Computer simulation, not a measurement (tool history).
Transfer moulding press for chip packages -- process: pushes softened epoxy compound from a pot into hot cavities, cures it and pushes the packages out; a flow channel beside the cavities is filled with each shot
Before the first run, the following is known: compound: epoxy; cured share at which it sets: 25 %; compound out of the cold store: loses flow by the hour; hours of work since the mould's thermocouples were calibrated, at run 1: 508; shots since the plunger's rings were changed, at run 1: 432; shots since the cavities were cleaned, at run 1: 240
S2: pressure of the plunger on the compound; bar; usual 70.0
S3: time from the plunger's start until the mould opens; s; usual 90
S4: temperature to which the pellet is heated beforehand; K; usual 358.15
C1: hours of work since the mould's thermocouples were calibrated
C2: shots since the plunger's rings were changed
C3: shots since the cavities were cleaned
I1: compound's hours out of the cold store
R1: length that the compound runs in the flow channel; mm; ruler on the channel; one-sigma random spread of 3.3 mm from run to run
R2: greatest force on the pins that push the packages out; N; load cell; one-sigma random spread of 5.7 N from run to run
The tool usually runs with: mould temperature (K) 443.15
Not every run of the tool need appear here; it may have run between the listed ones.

Run 1, day 0.000: usual settings; C1 508; C2 432; C3 240; I1 17.4. Result: R1 643 mm, R2 265 N.
Run 2, day 0.529: usual settings; C1 514; C2 543; C3 351; I1 21.6. Result: R1 619 mm, R2 266 N.
Run 3, day 1.392: usual settings; C1 525; C2 723; C3 531; I1 45.7. Result: R1 549 mm, R2 284 N.
At day 1.625: mould's thermocouples calibrated.
Run 4, day 2.417: usual settings but mould temperature (K) 449.15; C1 9; C2 921; C3 729; I1 32.2. Result: R1 582 mm, R2 260 N.
At day 2.704: cavities cleaned with cleaning compound and waxed.
Run 5, day 3.021: usual settings but S2 75.2 bar; C1 16; C2 1035; C3 66; I1 43.0. Result: R1 580 mm, R2 226 N.
Run 6, day 3.762: usual settings; C1 24; C2 1191; C3 222; I1 13.3. Result: R1 639 mm, R2 251 N.
Run 7, day 4.500: usual settings; C1 33; C2 1346; C3 377; I1 31.9. Result: R1 577 mm, R2 283 N.
Run 8, day 5.292: usual settings but S2 53.2 bar; C1 42; C2 1512; C3 543; I1 13.8. Result: R1 562 mm, R2 297 N.
Run 9, day 6.204: usual settings but S3 125 s; C1 53; C2 1704; C3 735; I1 27.5. Result: R1 596 mm, R2 263 N.
At day 6.471: cavities cleaned with cleaning compound and waxed.
Run 10, day 7.092: usual settings but S3 125 s; C1 62; C2 1877; C3 130; I1 21.6. Result: R1 618 mm, R2 196 N.
Run 11, day 7.692: usual settings but S3 125 s; C1 69; C2 2003; C3 256; I1 19.2. Result: R1 624 mm, R2 224 N.
Run 12, day 8.196: usual settings but S3 125 s; C1 75; C2 2109; C3 362; I1 35.7. Result: R1 571 mm, R2 217 N.
Run 13, day 9.333: usual settings but S3 125 s; C1 89; C2 2348; C3 601; I1 25.7. Result: R1 596 mm, R2 252 N.
Run 14, day 9.912: usual settings but S3 125 s; C1 95; C2 2469; C3 722; I1 27.5. Result: R1 589 mm, R2 251 N.
At day 10.188: cavities cleaned with cleaning compound and waxed.
Run 15, day 10.962: usual settings but S2 57.0 bar, S4 354.15 K; C1 107; C2 2676; C3 162; I1 13.3. Result: R1 569 mm, R2 265 N.
Run 16, day 11.888: usual settings but S2 57.0 bar, S4 354.15 K; C1 118; C2 2871; C3 357; I1 39.6. Result: R1 498 mm, R2 279 N.
Run 17, day 12.704: usual settings but S2 57.0 bar, S3 127 s, S4 354.15 K; C1 127; C2 3042; C3 528; I1 28.1. Result: R1 523 mm, R2 234 N.
Run 18, day 13.188: usual settings but S2 57.0 bar, S3 127 s, S4 354.15 K; C1 133; C2 3144; C3 630; I1 31.6. Result: R1 518 mm, R2 248 N.
At day 13.896: cavities cleaned with cleaning compound and waxed.
Run 19, day 14.225: usual settings but S2 84.8 bar, S3 126 s; C1 144; C2 3348; C3 69; I1 8.9. Result: R1 698 mm, R2 183 N.
Run 20, day 15.129: usual settings but S2 84.8 bar, S3 126 s; C1 155; C2 3538; C3 259; I1 32.7. Result: R1 625 mm, R2 221 N.
Run 21, day 15.767: usual settings but mould temperature (K) 449.15, S2 60.9 bar, S3 129 s, S4 357.15 K; C1 162; C2 3672; C3 393; I1 36.2. Result: R1 505 mm, R2 235 N.
Run 22, day 16.383: usual settings but mould temperature (K) 449.15, S2 60.9 bar, S3 129 s, S4 357.15 K; C1 169; C2 3801; C3 522; I1 47.5. Result: R1 481 mm, R2 242 N.
Run 23, day 16.992: usual settings but mould temperature (K) 449.15, S2 60.9 bar, S3 129 s, S4 357.15 K; C1 176; C2 3929; C3 650; I1 22.0. Result: R1 535 mm, R2 264 N.
At day 17.600: cavities cleaned with cleaning compound and waxed.
Run 24, day 17.600: usual settings but S3 107 s, S4 351.15 K; C1 183; C2 4044; C3 0; I1 20.0. Result: R1 592 mm, R2 185 N.
Run 25, day 18.188: usual settings but S3 107 s, S4 351.15 K; C1 190; C2 4167; C3 123; I1 31.0. Result: R1 559 mm, R2 209 N.
Run 26, day 18.688: usual settings but mould temperature (K) 448.15, S2 57.7 bar; C1 196; C2 4272; C3 228; I1 43.6. Result: R1 467 mm, R2 226 N.
Run 27, day 19.504: usual settings but mould temperature (K) 441.15, S2 62.1 bar, S3 74 s, S4 363.15 K; C1 205; C2 4444; C3 400; I1 30.2. Result: R1 536 mm, R2 475 N.
At day 19.992: plunger's sealing rings changed.
Run 28, day 20.225: usual settings but mould temperature (K) 448.15, S3 78 s; C1 212; C2 49; C3 529; I1 12.5. Result: R1 645 mm, R2 309 N.

Below are 4 alternative next runs, each starting from the tool's condition after run 28. Predict each:
Run A, day 21.188: usual settings but mould temperature (K) 445.15, S2 82.3 bar; C1 223; C2 251; C3 731; I1 20.8. Result: R1 ?, R2 ?.
Run B, day 21.188: usual settings but S4 365.15 K; C1 223; C2 251; C3 731; I1 17.4. Result: R1 ?, R2 ?.
Run C, day 21.188: usual settings but mould temperature (K) 448.15, S3 127 s; C1 223; C2 251; C3 731; I1 28.1. Result: R1 ?, R2 ?.
Run D, day 21.188: usual settings but S2 60.8 bar; C1 223; C2 251; C3 731; I1 41.5. Result: R1 ?, R2 ?.

run   R1   R2
  A  680  292
  B  641  315
  C  598  256
  D  528  317
Had the tool no hidden state, the same runs would have come out as:
run   R1   R2
  A  683  189
  B  644  204
  C  601  165
  D  531  206
